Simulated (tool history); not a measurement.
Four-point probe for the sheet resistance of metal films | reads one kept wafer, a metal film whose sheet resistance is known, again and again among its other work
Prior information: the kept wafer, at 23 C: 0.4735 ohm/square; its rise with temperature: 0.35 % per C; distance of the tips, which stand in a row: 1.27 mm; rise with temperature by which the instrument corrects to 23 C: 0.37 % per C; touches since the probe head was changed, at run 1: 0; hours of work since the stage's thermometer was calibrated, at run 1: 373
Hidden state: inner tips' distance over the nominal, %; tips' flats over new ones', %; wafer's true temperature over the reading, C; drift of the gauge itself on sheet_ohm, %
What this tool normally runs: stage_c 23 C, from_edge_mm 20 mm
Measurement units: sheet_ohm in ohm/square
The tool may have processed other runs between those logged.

run,hour,stage_c,from_edge_mm,touches since the probe head was changed,hours of work since the stage's thermometer was calibrated,sheet_ohm
1,0,23,20,0,373,0.472697
2,36.3,25,20,2151,397,0.472311
3,71.9,31,20,4257,421,0.471591
4,104.5,31,20,6188,444,0.471419
5,158,31,20,9354,480,0.471139
# hour 162.7: stage's thermometer calibrated
6,197.3,23,8,11653,23,0.477348
7,240.6,23,23,14216,53,0.47148
8,266.4,26,20,15739,70,0.47133
9,307.8,26,20,18195,98,0.471037
# hour 332: stage's thermometer calibrated, once more
10,351.9,26,20,20773,14,0.471255
11,410,27,15,24214,53,0.471914
12,449.3,27,15,26540,80,0.471801
13,498.5,25,3,29452,113,0.510972
14,529.5,27,22,31289,134,0.470427
15,575.1,34,9,33990,165,0.47381
16,604.4,34,9,35720,185,0.473685
17,632.7,34,9,37398,204,0.473595

Forecast each of these 5 alternatives for the next run:
A,666.3,34,11,39386,227,?
B,666.3,21,20,39386,227,?
C,666.3,18,4,39386,227,?
D,666.3,23,8,39386,227,?
E,666.3,21,9,39386,227,?

run,sheet_ohm
A,0.471585
B,0.470736
C,0.494195
D,0.475857
E,0.474528
Stripped of hidden state, with their random variation kept, the same runs would have yielded:
run,sheet_ohm
A,0.475537
B,0.47469
C,0.498333
D,0.47985
E,0.478512
